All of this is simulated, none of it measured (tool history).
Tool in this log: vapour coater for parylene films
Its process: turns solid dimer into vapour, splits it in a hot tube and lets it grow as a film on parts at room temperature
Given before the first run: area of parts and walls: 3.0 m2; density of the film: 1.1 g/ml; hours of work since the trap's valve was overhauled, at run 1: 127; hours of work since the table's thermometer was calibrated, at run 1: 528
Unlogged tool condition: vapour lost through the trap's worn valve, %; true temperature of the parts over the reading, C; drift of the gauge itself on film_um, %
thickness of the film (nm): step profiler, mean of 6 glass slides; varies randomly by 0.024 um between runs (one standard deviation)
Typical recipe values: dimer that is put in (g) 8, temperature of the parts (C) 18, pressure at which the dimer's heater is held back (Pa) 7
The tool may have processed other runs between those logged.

run,hour,dimer that is put in (g),temperature of the parts (C),pressure at which the dimer's heater is held back (Pa),hours of work since the trap's valve was overhauled,hours of work since the table's thermometer was calibrated,thickness of the film (nm)
1,0,8,18,7,127,528,1670
2,12,8,18,7,133,535,1600
3,39.3,8,18,7,148,549,1620
4,57.4,8,19,7,158,559,1480
5,71.7,8,19,7,165,567,1500
6,94.5,8,19,7,178,579,1520

For run 7, what comes out?
# hour 97.1: table's thermometer calibrated
7,116.1,8,19,7,189,10,?

{"run 7": {"thickness of the film (nm)": 1480}}
If the tool had no hidden condition, the same run with the same run-to-run variation would have returned thickness of the film (nm) 1620.
